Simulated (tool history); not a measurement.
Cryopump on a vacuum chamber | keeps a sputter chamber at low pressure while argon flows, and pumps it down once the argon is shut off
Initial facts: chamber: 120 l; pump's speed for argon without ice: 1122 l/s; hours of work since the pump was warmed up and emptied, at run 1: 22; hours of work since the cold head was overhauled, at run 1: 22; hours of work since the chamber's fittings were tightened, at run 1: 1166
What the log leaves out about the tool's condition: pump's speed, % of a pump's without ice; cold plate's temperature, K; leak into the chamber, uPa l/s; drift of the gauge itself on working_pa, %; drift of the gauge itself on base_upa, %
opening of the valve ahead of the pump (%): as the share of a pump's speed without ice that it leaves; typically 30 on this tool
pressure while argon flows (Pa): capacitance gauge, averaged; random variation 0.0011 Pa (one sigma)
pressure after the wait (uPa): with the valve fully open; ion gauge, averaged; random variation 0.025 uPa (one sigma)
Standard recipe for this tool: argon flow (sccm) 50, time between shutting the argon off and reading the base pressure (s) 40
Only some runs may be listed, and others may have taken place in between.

run,hour,argon flow (sccm),time between shutting the argon off and reading the base pressure (s),opening of the valve ahead of the pump (%),hours of work since the pump was warmed up and emptied,hours of work since the cold head was overhauled,hours of work since the chamber's fittings were tightened,pressure while argon flows (Pa),pressure after the wait (uPa)
1,0,50,40,30,22,22,1166,0.2523,1.89
2,13.9,50,40,30,33,33,1177,0.253,1.83
3,24.4,50,40,30,41,41,1185,0.2511,1.85
4,37.4,50,40,30,51,51,1196,0.2526,1.87
5,49.2,50,40,30,61,61,1205,0.2535,1.86
6,72.9,50,40,30,79,79,1224,0.2522,1.91
7,93.5,36,40,30,96,96,1240,0.1817,1.89
8,106.8,36,40,30,106,106,1251,0.1815,1.86
9,120.8,36,40,30,117,117,1262,0.1819,1.94
10,145.3,36,40,30,137,137,1281,0.1829,1.94
11,160.8,36,40,30,149,149,1293,0.1818,2.07
12,185.6,50,40,30,169,169,1313,0.2537,1.97
13,207,50,40,30,185,185,1330,0.2549,1.96
14,220.6,50,40,30,196,196,1341,0.2534,2
15,240.9,67,40,30,212,212,1357,0.3422,2
16,262.3,67,40,59,229,229,1373,0.1764,1.96
17,276.1,50,64,30,240,240,1384,0.2564,1.78
18,292.5,50,56,36,253,253,1397,0.2133,1.82
19,308.5,46,40,16,266,266,1410,0.4373,2.02
20,326.9,46,40,16,280,280,1425,0.4371,2.06
21,341.7,24,40,18,292,292,1436,0.2033,2.06
22,359.6,68,50,18,306,306,1450,0.573,1.91
23,373.7,50,268,26,317,317,1462,0.2943,1.5
24,391.7,23,92,52,331,331,1476,0.07,1.74
25,411.6,40,78,30,347,347,1491,0.2053,1.75
26,426.4,50,71,30,359,359,1503,0.2589,1.86
27,446.7,84,48,17,375,375,1519,0.7585,2.05
28,466.8,50,55,17,391,391,1535,0.4482,2
29,489.8,28,36,17,409,409,1553,0.25,2.31
30,504.2,28,36,17,420,420,1565,0.2499,2.32
31,516.1,28,36,17,430,430,1574,0.2531,2.3
32,536.2,28,36,17,446,446,1590,0.252,2.36
33,557.2,28,36,17,462,462,1607,0.2548,2.36

A few steps of pressure while argon flows (Pa) between consecutive runs. Split each: what settings, incoming material and random variation would produce without the hidden state, and what is left over for the hidden state, along with gauge scatter present in only one of the two compared results (measured, and without hidden state):
Run 21 -> 22: argon flow (sccm) 24 -> 68, time between shutting the argon off and reading the base pressure (s) 40 -> 50. pressure while argon flows (Pa) +0.3697: hidden state +0.0052, all else +0.3645.
Run 26 -> 27: argon flow (sccm) 50 -> 84, time between shutting the argon off and reading the base pressure (s) 71 -> 48, opening of the valve ahead of the pump (%) 30 -> 17. pressure while argon flows (Pa) +0.4996: hidden state +0.0051, all else +0.4945.
Run 27 -> 28: argon flow (sccm) 84 -> 50, time between shutting the argon off and reading the base pressure (s) 48 -> 55. pressure while argon flows (Pa) -0.3103: hidden state -0.0045, all else -0.3058.

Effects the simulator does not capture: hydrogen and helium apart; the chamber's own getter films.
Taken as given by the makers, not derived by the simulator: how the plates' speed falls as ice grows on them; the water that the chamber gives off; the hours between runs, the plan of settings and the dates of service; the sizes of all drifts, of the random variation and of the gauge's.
